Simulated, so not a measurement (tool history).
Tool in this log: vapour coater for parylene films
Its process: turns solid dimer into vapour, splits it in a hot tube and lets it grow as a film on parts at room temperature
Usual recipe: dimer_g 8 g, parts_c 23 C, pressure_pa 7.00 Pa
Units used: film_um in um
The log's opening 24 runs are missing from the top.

run,hour,dimer_g,parts_c,pressure_pa,film_um
25,858.7,8,16,7.00,2.00
26,898.7,11,23,7.00,2.21
27,925.5,10,24,2.18,2.38
28,976.2,8,17,5.58,1.98
29,1004.0,8,34,7.00,1.13
# hour 1012.3: table's thermometer calibrated
# hour 1027.1: trap's valve overhauled
30,1040.6,8,25,7.00,1.69
31,1079.6,8,25,7.00,1.65
32,1126.4,8,16,5.67,2.28
33,1177.8,8,16,5.67,2.24
34,1223.9,5,17,7.00,1.32
35,1259.5,5,19,2.79,1.45
36,1284.0,6,32,2.79,1.14
37,1333.1,5,29,2.08,1.10
38,1355.8,3,17,4.63,0.85
39,1386.4,7,23,7.00,1.46
40,1427.3,7,32,2.57,1.34
41,1456.5,7,25,2.46,1.65
42,1501.7,3,23,7.00,0.61
43,1526.9,11,31,4.19,1.94

Run 44 is up next; what results do you expect?
44,1560.1,4,17,4.19,?

Logged for run 44: film_um 1.08 um.
Were there no unlogged condition in the tool, this run, its random variation unchanged, would have produced film_um 1.20 um.

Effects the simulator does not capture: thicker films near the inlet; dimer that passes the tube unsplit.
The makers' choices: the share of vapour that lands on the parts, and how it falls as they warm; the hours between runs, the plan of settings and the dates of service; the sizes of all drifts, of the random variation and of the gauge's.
